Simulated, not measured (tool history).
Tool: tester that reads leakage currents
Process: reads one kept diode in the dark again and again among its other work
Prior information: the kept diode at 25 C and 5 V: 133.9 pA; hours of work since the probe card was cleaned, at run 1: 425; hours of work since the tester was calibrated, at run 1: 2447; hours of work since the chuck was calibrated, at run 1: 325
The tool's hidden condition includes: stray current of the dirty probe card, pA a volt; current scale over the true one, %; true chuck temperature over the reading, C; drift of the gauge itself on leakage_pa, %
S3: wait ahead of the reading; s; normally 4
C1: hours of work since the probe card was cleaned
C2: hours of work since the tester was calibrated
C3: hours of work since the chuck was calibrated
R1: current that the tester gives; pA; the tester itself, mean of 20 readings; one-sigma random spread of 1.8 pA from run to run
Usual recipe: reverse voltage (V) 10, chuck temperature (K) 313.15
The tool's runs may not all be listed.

{"run": 1, "day": 0.0, "reverse voltage (V)": 10, "chuck temperature (K)": 313.15, "S3": 4, "C1": 425, "C2": 2447, "C3": 325, "R1": 571.55}
{"run": 2, "day": 4.542, "reverse voltage (V)": 10, "chuck temperature (K)": 313.15, "S3": 4, "C1": 484, "C2": 2506, "C3": 384, "R1": 567.37}
{"run": 3, "day": 8.996, "reverse voltage (V)": 10, "chuck temperature (K)": 313.15, "S3": 4, "C1": 542, "C2": 2564, "C3": 442, "R1": 564.99}
{"run": 4, "day": 15.246, "reverse voltage (V)": 10, "chuck temperature (K)": 313.15, "S3": 0.6, "C1": 623, "C2": 2646, "C3": 524, "R1": 569.93}
{"run": 5, "day": 20.004, "reverse voltage (V)": 10, "chuck temperature (K)": 313.15, "S3": 4, "C1": 685, "C2": 2708, "C3": 586, "R1": 560.5}
{"run": 6, "day": 24.508, "reverse voltage (V)": 10, "chuck temperature (K)": 313.15, "S3": 4, "C1": 744, "C2": 2766, "C3": 644, "R1": 560.02}
{"run": 7, "day": 29.4, "reverse voltage (V)": 10, "chuck temperature (K)": 313.15, "S3": 4, "C1": 807, "C2": 2830, "C3": 708, "R1": 557.53}
{"run": 8, "day": 32.475, "reverse voltage (V)": 10, "chuck temperature (K)": 313.15, "S3": 4, "C1": 847, "C2": 2870, "C3": 748, "R1": 554.05}
{"run": 9, "day": 37.233, "reverse voltage (V)": 10, "chuck temperature (K)": 313.15, "S3": 4, "C1": 909, "C2": 2932, "C3": 810, "R1": 556.24}
{"run": 10, "day": 40.483, "reverse voltage (V)": 10, "chuck temperature (K)": 313.15, "S3": 4, "C1": 952, "C2": 2974, "C3": 852, "R1": 554.19}
{"run": 11, "day": 44.9, "reverse voltage (V)": 10, "chuck temperature (K)": 313.15, "S3": 4, "C1": 1009, "C2": 3031, "C3": 909, "R1": 551.74}
{"run": 12, "day": 49.804, "reverse voltage (V)": 10, "chuck temperature (K)": 313.15, "S3": 4, "C1": 1073, "C2": 3095, "C3": 973, "R1": 551.05}
{"run": 13, "day": 53.254, "reverse voltage (V)": 10, "chuck temperature (K)": 313.15, "S3": 4, "C1": 1118, "C2": 3140, "C3": 1018, "R1": 546.71}
{"day": 53.721, "done": "probe card cleaned and baked"}
{"run": 14, "day": 56.779, "reverse voltage (V)": 17.3, "chuck temperature (K)": 313.15, "S3": 4, "C1": 40, "C2": 3184, "C3": 1062, "R1": 757.86}
{"run": 15, "day": 60.283, "reverse voltage (V)": 17.3, "chuck temperature (K)": 331.15, "S3": 6.56, "C1": 85, "C2": 3230, "C3": 1108, "R1": 2392.2}
{"run": 16, "day": 65.388, "reverse voltage (V)": 17.3, "chuck temperature (K)": 294.15, "S3": 4.09, "C1": 152, "C2": 3296, "C3": 1174, "R1": 197.82}
{"run": 17, "day": 70.208, "reverse voltage (V)": 4.6, "chuck temperature (K)": 313.15, "S3": 0.4, "C1": 214, "C2": 3359, "C3": 1237, "R1": 347.74}
{"run": 18, "day": 73.538, "reverse voltage (V)": 4.2, "chuck temperature (K)": 299.15, "S3": 0.86, "C1": 258, "C2": 3402, "C3": 1280, "R1": 122.18}
{"day": 76.975, "done": "probe card cleaned and baked, once more"}
{"run": 19, "day": 79.662, "reverse voltage (V)": 3.6, "chuck temperature (K)": 320.15, "S3": 2.17, "C1": 35, "C2": 3480, "C3": 1358, "R1": 468.85}
{"run": 20, "day": 85.304, "reverse voltage (V)": 3.3, "chuck temperature (K)": 298.15, "S3": 2.17, "C1": 108, "C2": 3554, "C3": 1432, "R1": 93.86}

Forecast run 21:
{"run": 21, "day": 89.146, "reverse voltage (V)": 1.2, "chuck temperature (K)": 328.15, "S3": 4, "C1": 158, "C2": 3604, "C3": 1482, "R1": "?"}

{"run 21": {"R1": 413.08}}
If the tool had no hidden condition, the same run with the same run-to-run variation would have returned R1 457.07 pA.
